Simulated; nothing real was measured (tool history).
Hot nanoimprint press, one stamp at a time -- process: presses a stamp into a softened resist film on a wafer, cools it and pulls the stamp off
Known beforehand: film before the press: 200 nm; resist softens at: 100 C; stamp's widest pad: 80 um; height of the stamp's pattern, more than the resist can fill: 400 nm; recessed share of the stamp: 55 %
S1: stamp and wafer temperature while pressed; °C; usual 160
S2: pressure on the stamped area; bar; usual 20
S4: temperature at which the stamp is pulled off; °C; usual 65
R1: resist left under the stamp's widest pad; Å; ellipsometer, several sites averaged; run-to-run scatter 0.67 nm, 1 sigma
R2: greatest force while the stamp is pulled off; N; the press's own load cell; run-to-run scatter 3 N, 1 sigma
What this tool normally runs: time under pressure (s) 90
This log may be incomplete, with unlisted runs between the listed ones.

{"run": 1, "hour": 0.0, "S1": 160, "S2": 20, "time under pressure (s)": 90, "S4": 65, "R1": 832, "R2": 162}
{"run": 2, "hour": 28.7, "S1": 160, "S2": 23.4, "time under pressure (s)": 90, "S4": 65, "R1": 755, "R2": 161}
{"run": 3, "hour": 86.0, "S1": 160, "S2": 23.4, "time under pressure (s)": 90, "S4": 65, "R1": 749, "R2": 173}
{"run": 4, "hour": 112.1, "S1": 160, "S2": 23.4, "time under pressure (s)": 90, "S4": 59, "R1": 747, "R2": 185}
{"hour": 147.4, "done": "stamp cleaned and given a new release coat"}
{"run": 5, "hour": 176.8, "S1": 160, "S2": 20, "time under pressure (s)": 90, "S4": 56, "R1": 821, "R2": 165}
{"run": 6, "hour": 221.0, "S1": 160, "S2": 24.9, "time under pressure (s)": 90, "S4": 65, "R1": 713, "R2": 145}
{"hour": 248.5, "done": "plate thermocouple calibrated"}
{"run": 7, "hour": 268.3, "S1": 160, "S2": 20, "time under pressure (s)": 90, "S4": 65, "R1": 852, "R2": 149}
{"run": 8, "hour": 303.7, "S1": 160, "S2": 20, "time under pressure (s)": 90, "S4": 65, "R1": 853, "R2": 146}
{"run": 9, "hour": 330.4, "S1": 160, "S2": 20, "time under pressure (s)": 90, "S4": 65, "R1": 854, "R2": 150}
{"hour": 356.2, "done": "press's hydraulic seals changed and the load cell set to zero"}
{"run": 10, "hour": 367.6, "S1": 160, "S2": 20, "time under pressure (s)": 90, "S4": 65, "R1": 828, "R2": 150}
{"run": 11, "hour": 413.0, "S1": 160, "S2": 20, "time under pressure (s)": 90, "S4": 65, "R1": 820, "R2": 152}
{"run": 12, "hour": 471.7, "S1": 160, "S2": 20, "time under pressure (s)": 90, "S4": 65, "R1": 798, "R2": 155}
{"run": 13, "hour": 499.1, "S1": 160, "S2": 20, "time under pressure (s)": 90, "S4": 65, "R1": 800, "R2": 155}
{"run": 14, "hour": 536.4, "S1": 160, "S2": 20, "time under pressure (s)": 90, "S4": 65, "R1": 802, "R2": 159}
{"run": 15, "hour": 600.3, "S1": 160, "S2": 20, "time under pressure (s)": 90, "S4": 65, "R1": 772, "R2": 160}
{"run": 16, "hour": 630.4, "S1": 168, "S2": 29.1, "time under pressure (s)": 75, "S4": 70, "R1": 420, "R2": 153}
{"hour": 658.3, "done": "plate thermocouple calibrated"}
{"run": 17, "hour": 683.0, "S1": 168, "S2": 29.1, "time under pressure (s)": 157, "S4": 70, "R1": 348, "R2": 158}
{"run": 18, "hour": 710.7, "S1": 167, "S2": 25.6, "time under pressure (s)": 175, "S4": 66, "R1": 383, "R2": 171}
{"run": 19, "hour": 755.3, "S1": 167, "S2": 25.6, "time under pressure (s)": 175, "S4": 66, "R1": 386, "R2": 169}
{"hour": 767.0, "done": "stamp cleaned and given a new release coat"}
{"run": 20, "hour": 823.6, "S1": 167, "S2": 25.6, "time under pressure (s)": 175, "S4": 66, "R1": 387, "R2": 147}
{"run": 21, "hour": 886.4, "S1": 158, "S2": 20, "time under pressure (s)": 90, "S4": 70, "R1": 929, "R2": 132}
{"run": 22, "hour": 946.5, "S1": 158, "S2": 30, "time under pressure (s)": 90, "S4": 70, "R1": 737, "R2": 136}
{"run": 23, "hour": 998.2, "S1": 164, "S2": 17.3, "time under pressure (s)": 90, "S4": 61, "R1": 702, "R2": 168}
{"run": 24, "hour": 1058.9, "S1": 164, "S2": 17.3, "time under pressure (s)": 90, "S4": 61, "R1": 701, "R2": 172}
{"hour": 1066.4, "done": "plate thermocouple calibrated"}
{"run": 25, "hour": 1095.3, "S1": 166, "S2": 20, "time under pressure (s)": 141, "S4": 65, "R1": 500, "R2": 159}
{"run": 26, "hour": 1129.2, "S1": 166, "S2": 20, "time under pressure (s)": 141, "S4": 65, "R1": 515, "R2": 163}
{"run": 27, "hour": 1165.7, "S1": 158, "S2": 21, "time under pressure (s)": 71, "S4": 65, "R1": 988, "R2": 160}
{"run": 28, "hour": 1223.7, "S1": 155, "S2": 21, "time under pressure (s)": 71, "S4": 65, "R1": 1155, "R2": 162}
{"hour": 1273.1, "done": "press's hydraulic seals changed and the load cell set to zero"}
{"run": 29, "hour": 1286.6, "S1": 155, "S2": 15.1, "time under pressure (s)": 71, "S4": 65, "R1": 1311, "R2": 170}

Branching from run 29: 5 alternative next runs. What would each branch give?
{"run": "A", "hour": 1342.9, "S1": 160, "S2": 20, "time under pressure (s)": 141, "S4": 61, "R1": "?", "R2": "?"}
{"run": "B", "hour": 1342.9, "S1": 162, "S2": 22.9, "time under pressure (s)": 78, "S4": 65, "R1": "?", "R2": "?"}
{"run": "C", "hour": 1342.9, "S1": 163, "S2": 15.1, "time under pressure (s)": 84, "S4": 71, "R1": "?", "R2": "?"}
{"run": "D", "hour": 1342.9, "S1": 155, "S2": 20.8, "time under pressure (s)": 129, "S4": 52, "R1": "?", "R2": "?"}
{"run": "E", "hour": 1342.9, "S1": 155, "S2": 15.4, "time under pressure (s)": 55, "S4": 53, "R1": "?", "R2": "?"}

run=A R1=683 R2=178
run=B R1=695 R2=163
run=C R1=814 R2=151
run=D R1=940 R2=199
run=E R1=1359 R2=202
With the hidden condition removed and each run's random variation left untouched, the same runs would have given:
run=A R1=715 R2=150
run=B R1=727 R2=137
run=C R1=850 R2=127
run=D R1=984 R2=167
run=E R1=1405 R2=170
